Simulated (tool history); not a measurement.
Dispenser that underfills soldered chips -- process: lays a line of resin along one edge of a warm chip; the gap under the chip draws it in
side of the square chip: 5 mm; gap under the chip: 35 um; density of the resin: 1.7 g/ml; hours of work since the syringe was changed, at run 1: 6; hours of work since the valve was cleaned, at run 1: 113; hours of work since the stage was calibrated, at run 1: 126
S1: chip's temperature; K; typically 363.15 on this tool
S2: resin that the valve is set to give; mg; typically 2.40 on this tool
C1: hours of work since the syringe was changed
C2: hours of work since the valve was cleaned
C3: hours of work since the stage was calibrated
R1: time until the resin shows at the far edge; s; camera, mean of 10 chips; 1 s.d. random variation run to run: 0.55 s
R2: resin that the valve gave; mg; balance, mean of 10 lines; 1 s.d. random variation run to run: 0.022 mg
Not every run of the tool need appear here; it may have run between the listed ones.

{"run": 1, "hour": 0.0, "S1": 363.15, "S2": 2.4, "C1": 6, "C2": 113, "C3": 126, "R1": 66.6, "R2": 2.28}
{"hour": 3.5, "done": "new syringe of resin"}
{"hour": 15.9, "done": "new syringe of resin"}
{"run": 2, "hour": 15.9, "S1": 363.15, "S2": 2.4, "C1": 0, "C2": 124, "C3": 137, "R1": 46.6, "R2": 2.26}
{"hour": 26.7, "done": "dispensing valve cleaned and set on the balance"}
{"hour": 29.2, "done": "new syringe of resin"}
{"run": 3, "hour": 29.2, "S1": 363.15, "S2": 2.4, "C1": 0, "C2": 2, "C3": 145, "R1": 48.4, "R2": 2.37}
{"hour": 42.5, "done": "new syringe of resin"}
{"run": 4, "hour": 42.5, "S1": 363.15, "S2": 2.4, "C1": 0, "C2": 11, "C3": 154, "R1": 47.2, "R2": 2.38}
{"run": 5, "hour": 49.3, "S1": 363.15, "S2": 2.4, "C1": 5, "C2": 15, "C3": 159, "R1": 60.5, "R2": 2.41}
{"hour": 55.2, "done": "new syringe of resin"}
{"run": 6, "hour": 64.4, "S1": 363.15, "S2": 2.4, "C1": 7, "C2": 26, "C3": 169, "R1": 64.4, "R2": 2.36}
{"hour": 68.4, "done": "new syringe of resin"}
{"run": 7, "hour": 73.7, "S1": 374.15, "S2": 2.4, "C1": 4, "C2": 32, "C3": 176, "R1": 37.6, "R2": 2.35}
{"hour": 81.6, "done": "new syringe of resin"}
{"run": 8, "hour": 84.9, "S1": 363.15, "S2": 2.78, "C1": 2, "C2": 40, "C3": 184, "R1": 53.1, "R2": 2.69}
{"hour": 93.8, "done": "new syringe of resin"}
{"run": 9, "hour": 93.8, "S1": 365.15, "S2": 2.78, "C1": 0, "C2": 46, "C3": 190, "R1": 44.1, "R2": 2.72}
{"run": 10, "hour": 100.4, "S1": 365.15, "S2": 2.78, "C1": 5, "C2": 51, "C3": 194, "R1": 56.8, "R2": 2.69}
{"hour": 106.8, "done": "new syringe of resin"}
{"run": 11, "hour": 116.0, "S1": 365.15, "S2": 2.78, "C1": 6, "C2": 61, "C3": 205, "R1": 59.1, "R2": 2.7}
{"hour": 119.4, "done": "new syringe of resin"}
{"run": 12, "hour": 131.3, "S1": 365.15, "S2": 2.78, "C1": 8, "C2": 72, "C3": 216, "R1": 66.8, "R2": 2.64}
{"hour": 132.4, "done": "new syringe of resin"}
{"run": 13, "hour": 144.1, "S1": 365.15, "S2": 2.78, "C1": 8, "C2": 81, "C3": 224, "R1": 66.5, "R2": 2.68}
{"hour": 145.3, "done": "new syringe of resin"}
{"hour": 158.2, "done": "new syringe of resin"}
{"run": 14, "hour": 158.9, "S1": 368.15, "S2": 2.93, "C1": 1, "C2": 91, "C3": 234, "R1": 41.1, "R2": 2.78}
{"run": 15, "hour": 165.3, "S1": 369.15, "S2": 2.4, "C1": 5, "C2": 95, "C3": 239, "R1": 50.6, "R2": 2.31}
{"hour": 170.9, "done": "new syringe of resin"}
{"run": 16, "hour": 173.8, "S1": 361.15, "S2": 2.51, "C1": 2, "C2": 101, "C3": 245, "R1": 59.3, "R2": 2.39}
{"run": 17, "hour": 182.0, "S1": 361.15, "S2": 2.93, "C1": 8, "C2": 107, "C3": 250, "R1": 76.3, "R2": 2.75}
{"hour": 183.7, "done": "new syringe of resin"}
{"hour": 196.4, "done": "new syringe of resin"}
{"run": 18, "hour": 196.4, "S1": 361.15, "S2": 2.93, "C1": 0, "C2": 117, "C3": 260, "R1": 51.9, "R2": 2.79}
{"run": 19, "hour": 206.8, "S1": 349.15, "S2": 2.4, "C1": 7, "C2": 124, "C3": 267, "R1": 125.0, "R2": 2.26}

Each row is a separate what-if for the run after 19, all from the same tool condition, not one after another. Results?
{"hour": 209.2, "done": "new syringe of resin"}
{"hour": 218.3, "done": "dispensing valve cleaned and set on the balance"}
{"run": "A", "hour": 220.5, "S1": 348.15, "S2": 2.22, "C1": 7, "C2": 2, "C3": 276, "R1": "?", "R2": "?"}
{"hour": 209.2, "done": "new syringe of resin"}
{"hour": 218.3, "done": "dispensing valve cleaned and set on the balance"}
{"run": "B", "hour": 220.5, "S1": 355.15, "S2": 2.4, "C1": 7, "C2": 2, "C3": 276, "R1": "?", "R2": "?"}
{"hour": 209.2, "done": "new syringe of resin"}
{"hour": 218.3, "done": "dispensing valve cleaned and set on the balance"}
{"run": "C", "hour": 220.5, "S1": 363.15, "S2": 2.07, "C1": 7, "C2": 2, "C3": 276, "R1": "?", "R2": "?"}
{"hour": 209.2, "done": "new syringe of resin"}
{"hour": 218.3, "done": "dispensing valve cleaned and set on the balance"}
{"run": "D", "hour": 220.5, "S1": 354.15, "S2": 2.4, "C1": 7, "C2": 2, "C3": 276, "R1": "?", "R2": "?"}
{"hour": 209.2, "done": "new syringe of resin"}
{"hour": 218.3, "done": "dispensing valve cleaned and set on the balance"}
{"run": "E", "hour": 220.5, "S1": 372.15, "S2": 2.4, "C1": 7, "C2": 2, "C3": 276, "R1": "?", "R2": "?"}

run=A R1=132.1 R2=2.15
run=B R1=97.5 R2=2.39
run=C R1=73.0 R2=2.07
run=D R1=102.8 R2=2.41
run=E R1=50.8 R2=2.40
With the hidden condition removed and each run's random variation left untouched, the same runs would have given:
run=A R1=84.7 R2=2.15
run=B R1=62.9 R2=2.40
run=C R1=47.2 R2=2.08
run=D R1=66.2 R2=2.41
run=E R1=32.9 R2=2.41

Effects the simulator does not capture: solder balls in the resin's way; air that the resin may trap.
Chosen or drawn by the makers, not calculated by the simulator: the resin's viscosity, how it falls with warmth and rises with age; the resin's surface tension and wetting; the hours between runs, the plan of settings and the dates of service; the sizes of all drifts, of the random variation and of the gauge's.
